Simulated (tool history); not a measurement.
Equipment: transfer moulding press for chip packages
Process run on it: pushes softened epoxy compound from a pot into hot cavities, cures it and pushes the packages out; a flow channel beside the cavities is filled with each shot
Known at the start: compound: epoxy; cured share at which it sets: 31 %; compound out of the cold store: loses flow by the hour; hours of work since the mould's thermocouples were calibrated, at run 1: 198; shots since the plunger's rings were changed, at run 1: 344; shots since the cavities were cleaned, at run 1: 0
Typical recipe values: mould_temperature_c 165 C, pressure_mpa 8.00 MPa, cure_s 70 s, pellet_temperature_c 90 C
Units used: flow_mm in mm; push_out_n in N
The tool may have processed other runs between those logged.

run    day  mould_temperature_c  pressure_mpa  cure_s  pellet_temperature_c  hours of work since the mould's thermocouples were calibrated  shots since the plunger's rings were changed  shots since the cavities were cleaned  incoming compound's hours out of the cold store  flow_mm  push_out_n
  1  0.000                  165          8.00      70                    90                                                            198                                           344                                      0                                             27.0      973         499
  2  0.350                  165          8.00      70                    82                                                            204                                           465                                    121                                             30.7      950         525
  3  0.712                  165          8.00      70                    82                                                            210                                           591                                    247                                             10.8     1081         559
  4  1.033                  165          8.00      70                    92                                                            215                                           702                                    358                                             37.0      913         502
  5  1.388                  165          8.00      70                    92                                                            220                                           824                                    480                                             25.9      979         506
     1.542  -- cavities cleaned with cleaning compound and waxed
  6  1.792                  165          8.00      70                    92                                                            226                                           943                                     86                                             45.5      863         463
  7  2.000                  165          8.00      70                    92                                                            229                                          1016                                    159                                             47.2      854         504
  8  2.296                  165          8.00      70                    92                                                            234                                          1118                                    261                                             47.7      850         487
  9  2.646                  165          8.00      70                    92                                                            240                                          1239                                    382                                             21.0     1009         512
 10  2.996                  165          8.00      70                    92                                                            245                                          1361                                    504                                              9.7     1086         540
     3.088  -- cavities cleaned with cleaning compound and waxed
 11  3.300                  165          8.00      70                    92                                                            249                                          1444                                     74                                             23.7      991         510
 12  3.550                  165          8.97      70                    90                                                            253                                          1531                                    161                                              8.3     1160         537
 13  3.921                  165          8.97      70                    90                                                            259                                          1660                                    290                                             27.4     1026         508
 14  4.117                  165          9.72      70                    90                                                            262                                          1727                                    357                                             23.7     1092         506
 15  4.308                  165          9.72      70                    90                                                            265                                          1793                                    423                                             13.0     1172         546
 16  4.538                  165          6.52     107                    90                                                            269                                          1873                                    503                                             15.1      949         376
     4.642  -- cavities cleaned with cleaning compound and waxed
 17  4.946                  162          7.12      65                    90                                                            274                                          1993                                    106                                             35.0      879         735
 18  5.275                  171          9.99      67                    85                                                            280                                          2107                                    220                                             42.8      967         406
 19  5.596                  171          9.99      67                    85                                                            285                                          2218                                    331                                             41.7      972         407
 20  5.917                  167          6.39      58                    84                                                            290                                          2330                                    443                                             47.1      759         639
     6.192  -- cavities cleaned with cleaning compound and waxed
 21  6.221                  167          6.39      58                    84                                                            294                                          2413                                     10                                             22.9      887         712
 22  6.550                  167          8.12      61                    99                                                            299                                          2527                                    124                                             11.6     1072         606
 23  6.875                  167          8.12      61                    99                                                            304                                          2639                                    236                                             18.1     1028         605
 24  7.221                  165          8.00     103                    80                                                            310                                          2759                                    356                                             46.6      860         386
 25  7.462                  172          8.00     103                    80                                                            314                                          2843                                    440                                             10.4     1061         367
     7.729  -- cavities cleaned with cleaning compound and waxed
 26  7.867                  167          7.90      72                    96                                                            319                                          2961                                     47                                             43.2      863         441
 27  8.212                  167          7.90      72                    96                                                            325                                          3081                                    167                                             12.0     1057         458
     8.504  -- plunger's sealing rings changed
 28  8.692                  163          7.90      72                    99                                                            331                                            64                                    297                                             18.2     1027         555
 29  8.862                  165          9.65      91                    84                                                            334                                           123                                    356                                             11.5     1183         398

Here are 4 independent what-if runs from the current tool condition. What would each one return?
  A  9.158                  169          9.65      62                    84                                                            338                                           225                                    458                                             39.2        ?           ?
  B  9.158                  165          9.65      91                    92                                                            338                                           225                                    458                                             46.0        ?           ?
  C  9.158                  165          7.34      51                    90                                                            338                                           225                                    458                                             26.8        ?           ?
  D  9.158                  160          8.86      91                    84                                                            338                                           225                                    458                                             17.8        ?           ?

run  flow_mm  push_out_n
  A      975         473
  B      945         397
  C      933        1106
  D     1105         463
Take away the tool's hidden state, keep each run's random variation, and the runs would have read:
run  flow_mm  push_out_n
  A      975         466
  B      945         392
  C      933        1089
  D     1105         456
